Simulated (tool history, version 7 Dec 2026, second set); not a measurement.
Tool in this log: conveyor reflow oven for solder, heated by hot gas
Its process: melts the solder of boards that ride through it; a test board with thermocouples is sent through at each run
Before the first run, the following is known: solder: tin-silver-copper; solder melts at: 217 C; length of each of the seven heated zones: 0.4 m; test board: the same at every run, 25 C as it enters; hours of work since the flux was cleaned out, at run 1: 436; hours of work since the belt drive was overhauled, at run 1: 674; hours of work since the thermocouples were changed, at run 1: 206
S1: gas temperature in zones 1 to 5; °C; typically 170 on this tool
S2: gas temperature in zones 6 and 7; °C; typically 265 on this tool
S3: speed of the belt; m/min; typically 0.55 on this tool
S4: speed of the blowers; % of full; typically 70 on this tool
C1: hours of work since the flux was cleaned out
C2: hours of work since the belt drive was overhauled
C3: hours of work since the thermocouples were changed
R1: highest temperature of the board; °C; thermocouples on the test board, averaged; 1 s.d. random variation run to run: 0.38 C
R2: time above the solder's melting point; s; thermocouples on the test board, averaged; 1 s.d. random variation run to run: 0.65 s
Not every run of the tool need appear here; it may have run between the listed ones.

run 1 hour=0 | S1=170 S2=265 S3=0.55 S4=70 | C1=436 C2=674 C3=206 | R1=254.4 R2=67.5
-- hour=16.4 flux residue cleaned out of gas plates and filters
run 2 hour=78.7 | S1=170 S2=265 S3=0.55 S4=70 | C1=40 C2=721 C3=254 | R1=255.7 R2=70.1
run 3 hour=135 | S1=170 S2=279 S3=0.55 S4=70 | C1=77 C2=758 C3=290 | R1=268.7 R2=78.6
run 4 hour=232.7 | S1=170 S2=265 S3=0.513 S4=70 | C1=140 C2=821 C3=353 | R1=257.4 R2=77.6
run 5 hour=305.2 | S1=170 S2=265 S3=0.513 S4=70 | C1=187 C2=868 C3=400 | R1=257.5 R2=76.6
run 6 hour=400.7 | S1=170 S2=265 S3=0.513 S4=70 | C1=249 C2=930 C3=462 | R1=258.2 R2=76.3
run 7 hour=490.9 | S1=170 S2=265 S3=0.513 S4=70 | C1=307 C2=988 C3=520 | R1=257.8 R2=77
run 8 hour=532.4 | S1=159 S2=265 S3=0.55 S4=70 | C1=334 C2=1015 C3=547 | R1=254.2 R2=65.2
-- hour=542.6 thermocouples of zones 6 and 7 changed
run 9 hour=629.4 | S1=159 S2=265 S3=0.55 S4=70 | C1=395 C2=1076 C3=56 | R1=251.7 R2=63.4
-- hour=704.1 flux residue cleaned out of gas plates and filters
run 10 hour=704.1 | S1=175 S2=265 S3=0.55 S4=70 | C1=0 C2=1121 C3=101 | R1=255.5 R2=73.9
run 11 hour=753.7 | S1=175 S2=265 S3=0.55 S4=70 | C1=32 C2=1154 C3=133 | R1=256.2 R2=73.3
run 12 hour=809.8 | S1=175 S2=265 S3=0.55 S4=70 | C1=68 C2=1190 C3=170 | R1=255.8 R2=73.7
run 13 hour=868.1 | S1=175 S2=265 S3=0.55 S4=70 | C1=106 C2=1228 C3=207 | R1=255.7 R2=73.2
run 14 hour=949.7 | S1=175 S2=265 S3=0.55 S4=70 | C1=159 C2=1280 C3=260 | R1=256.5 R2=72.2
run 15 hour=1047.6 | S1=170 S2=265 S3=0.55 S4=70 | C1=222 C2=1344 C3=324 | R1=255.8 R2=71.4
run 16 hour=1149.3 | S1=158 S2=265 S3=0.55 S4=76 | C1=288 C2=1409 C3=389 | R1=255 R2=67.9
run 17 hour=1233.8 | S1=184 S2=258 S3=0.59 S4=69 | C1=343 C2=1464 C3=444 | R1=249.2 R2=66
-- hour=1289 belt drive overhauled, speed set with a stopwatch
run 18 hour=1312.8 | S1=170 S2=265 S3=0.55 S4=88 | C1=391 C2=15 C3=493 | R1=256.4 R2=69.1
run 19 hour=1382.6 | S1=155 S2=262 S3=0.55 S4=60 | C1=436 C2=61 C3=538 | R1=247.6 R2=56.4
-- hour=1396.3 flux residue cleaned out of gas plates and filters
-- hour=1414.7 thermocouples of zones 6 and 7 changed
run 20 hour=1433 | S1=185 S2=269 S3=0.604 S4=61 | C1=22 C2=89 C3=12 | R1=256.6 R2=67.2
run 21 hour=1484.9 | S1=185 S2=269 S3=0.604 S4=61 | C1=56 C2=122 C3=45 | R1=256.7 R2=68.2
run 22 hour=1583.2 | S1=185 S2=269 S3=0.604 S4=61 | C1=120 C2=186 C3=109 | R1=256.4 R2=68
run 23 hour=1649.7 | S1=181 S2=277 S3=0.604 S4=61 | C1=163 C2=229 C3=152 | R1=263.3 R2=69.4
run 24 hour=1694.8 | S1=166 S2=277 S3=0.604 S4=61 | C1=192 C2=258 C3=181 | R1=260.8 R2=62.1
run 25 hour=1772.2 | S1=170 S2=265 S3=0.55 S4=61 | C1=242 C2=308 C3=231 | R1=253.2 R2=66
run 26 hour=1835 | S1=170 S2=265 S3=0.55 S4=50 | C1=283 C2=349 C3=272 | R1=250.7 R2=64.3
run 27 hour=1900.8 | S1=181 S2=265 S3=0.619 S4=61 | C1=325 C2=391 C3=314 | R1=251.2 R2=61.7
run 28 hour=1954.7 | S1=181 S2=265 S3=0.619 S4=81 | C1=360 C2=426 C3=349 | R1=254.2 R2=63.7
run 29 hour=2034.5 | S1=168 S2=265 S3=0.497 S4=52 | C1=412 C2=478 C3=401 | R1=254.5 R2=74.1

Forecast each of these 4 alternatives for the next run:
-- hour=2084.1 flux residue cleaned out of gas plates and filters
run A hour=2109.9 | S1=168 S2=269 S3=0.52 S4=52 | C1=17 C2=523 C3=447 | R1=? R2=?
-- hour=2084.1 flux residue cleaned out of gas plates and filters
run B hour=2109.9 | S1=183 S2=276 S3=0.55 S4=76 | C1=17 C2=523 C3=447 | R1=? R2=?
-- hour=2084.1 flux residue cleaned out of gas plates and filters
run C hour=2109.9 | S1=168 S2=271 S3=0.497 S4=52 | C1=17 C2=523 C3=447 | R1=? R2=?
-- hour=2084.1 flux residue cleaned out of gas plates and filters
run D hour=2109.9 | S1=170 S2=266 S3=0.55 S4=81 | C1=17 C2=523 C3=447 | R1=? R2=?

run=A R1=258.9 R2=75.2
run=B R1=269.2 R2=81.4
run=C R1=262.1 R2=79.7
run=D R1=259.6 R2=71.6
Without the tool's hidden state the same runs would have given:
run=A R1=257.3 R2=73
run=B R1=267.6 R2=79.5
run=C R1=260.5 R2=77.4
run=D R1=258 R2=69.6
